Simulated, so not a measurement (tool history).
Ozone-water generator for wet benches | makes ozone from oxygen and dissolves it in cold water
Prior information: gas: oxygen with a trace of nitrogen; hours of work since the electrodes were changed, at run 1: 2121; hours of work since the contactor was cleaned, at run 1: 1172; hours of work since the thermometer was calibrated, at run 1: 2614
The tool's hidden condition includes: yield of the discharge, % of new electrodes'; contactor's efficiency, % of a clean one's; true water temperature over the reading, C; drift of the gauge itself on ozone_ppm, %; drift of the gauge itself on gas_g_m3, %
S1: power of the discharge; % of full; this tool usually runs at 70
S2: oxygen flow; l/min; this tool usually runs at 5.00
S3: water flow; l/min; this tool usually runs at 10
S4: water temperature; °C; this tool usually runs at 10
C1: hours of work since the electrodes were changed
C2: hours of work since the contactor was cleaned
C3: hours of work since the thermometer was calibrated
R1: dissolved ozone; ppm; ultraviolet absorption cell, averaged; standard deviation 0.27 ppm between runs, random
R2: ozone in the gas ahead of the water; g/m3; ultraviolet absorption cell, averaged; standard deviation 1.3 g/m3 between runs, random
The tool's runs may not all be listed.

run	hour	S1	S2	S3	S4	C1	C2	C3	R1	R2
1	0.0	70	5.00	10	10	2121	1172	2614	42.3	247.7
2	54.9	70	5.00	10	10	2168	1219	2661	42.2	247.6
3	97.9	70	5.00	10	10	2204	1255	2697	42.3	249.1
4	174.0	70	5.00	10	10	2269	1320	2762	41.9	250.1
5	268.6	70	5.00	10	10	2349	1400	2842	41.7	247.8
6	361.4	70	5.00	15	10	2428	1479	2921	29.8	249.1
7	465.2	70	5.00	10	10	2516	1567	3010	42.0	248.5
8	537.9	70	5.00	10	10	2578	1629	3071	42.4	250.3
9	613.6	70	5.00	10	10	2643	1694	3136	42.0	250.0
10	666.5	70	5.00	10	10	2688	1739	3181	42.0	248.0
11	765.2	70	5.00	10	10	2772	1823	3265	42.5	248.5
12	861.6	70	5.00	10	10	2854	1905	3347	41.8	248.8
13	940.6	70	5.00	10	10	2921	1972	3414	42.2	250.8
14	1037.3	70	5.00	10	10	3003	2054	3496	42.2	249.4
15	1087.9	70	5.00	10	14	3046	2097	3539	39.2	250.9
16	1137.4	70	5.00	10	14	3088	2139	3581	39.1	252.0
17	1213.1	70	2.58	10	14	3153	2204	3646	41.5	372.1
18	1284.9	70	5.87	10	10	3214	2265	3707	41.1	228.8
19	1384.4	51	3.21	6	8	3298	2349	3791	55.0	267.7
20	1479.6	95	3.22	15	16	3379	2430	3872	34.1	397.2
21	1582.7	95	3.22	16	16	3467	2518	3960	31.2	398.9
22	1638.3	57	3.64	16	9	3514	2565	4007	25.2	267.6
23	1720.7	57	3.64	16	9	3584	2635	4077	25.0	268.7
24	1821.3	57	3.64	16	9	3670	2721	4163	24.8	266.8
25	1922.7	70	8.41	10	9	3756	2807	4249	38.7	185.6
26	1972.2	70	8.41	10	9	3798	2849	4291	38.8	186.8
27	2073.2	70	5.00	10	10	3884	2935	4377	42.3	255.1
28	2168.4	70	5.00	9	10	3965	3016	4458	46.1	255.0
29	2220.6	70	5.00	9	10	4009	3060	4502	45.9	254.9
30	2282.6	50	2.71	10	10	4062	3113	4555	35.8	298.8
31	2360.7	70	6.38	13	8	4128	3179	4622	34.3	219.1
# hour 2370.7: gauge calibrated
32	2413.7	70	6.38	13	8	4174	3224	4667	34.0	213.2

Below are 4 alternative next runs, each starting from the tool's condition after run 32. Predict each:
A	2503.5	70	6.38	9	8	4250	3301	4743	?	?
B	2503.5	70	2.78	10	10	4250	3301	4743	?	?
C	2503.5	44	6.38	13	17	4250	3301	4743	?	?
D	2503.5	70	3.23	14	5	4250	3301	4743	?	?

run	R1	R2
A	45.5	213.7
B	44.1	349.6
C	21.6	158.2
D	34.3	320.7
The same runs, with their run-to-run variation unchanged, on a tool lacking any hidden condition would have given:
run	R1	R2
A	45.6	213.7
B	44.2	349.6
C	21.6	158.1
D	34.3	320.8
